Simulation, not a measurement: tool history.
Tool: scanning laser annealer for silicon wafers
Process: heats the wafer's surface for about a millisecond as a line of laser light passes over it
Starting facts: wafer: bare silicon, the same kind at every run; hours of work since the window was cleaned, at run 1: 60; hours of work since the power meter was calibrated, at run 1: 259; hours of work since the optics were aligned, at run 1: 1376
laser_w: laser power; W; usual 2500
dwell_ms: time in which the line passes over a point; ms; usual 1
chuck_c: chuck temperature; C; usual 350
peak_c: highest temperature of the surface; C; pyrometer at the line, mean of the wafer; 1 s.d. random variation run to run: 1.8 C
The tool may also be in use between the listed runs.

run,hour,laser_w,dwell_ms,chuck_c,hours of work since the window was cleaned,hours of work since the power meter was calibrated,hours of work since the optics were aligned,peak_c
1,0,2500,1,350,60,259,1376,1066
2,11.3,2500,1,350,66,264,1382,1064
3,19.5,2500,1,350,70,268,1386,1064
4,26.2,2500,1,350,73,271,1389,1065
5,35.4,2500,1,350,78,276,1394,1063
6,45,2127,1,350,82,281,1399,961
7,61.7,2500,1,350,91,289,1407,1062
8,71.6,2534,1,350,95,294,1412,1071
9,81.8,2500,1,315,100,299,1417,1028
10,90.5,2500,1,315,105,303,1421,1028
11,98.7,2500,1,350,109,307,1425,1060
12,106.7,2500,1,350,113,311,1429,1059
13,118.1,2500,1,350,118,317,1435,1057
14,129.1,2500,1,350,124,322,1440,1055
15,138.7,2500,1,350,128,327,1445,1057
16,147.6,2500,1,336,133,331,1449,1043
17,163.4,2500,1,350,141,339,1457,1054
18,177.1,2500,0.73,350,147,346,1464,950
19,184.7,2500,0.73,350,151,349,1467,948
20,199.4,2500,0.73,350,158,357,1474,949

Predict the results of run 21:
21,212.3,2500,0.73,350,165,363,1481,?

{"run 21": {"peak_c": 949}}
Minus the tool's unlogged condition, the same run would have read peak_c 970 C.
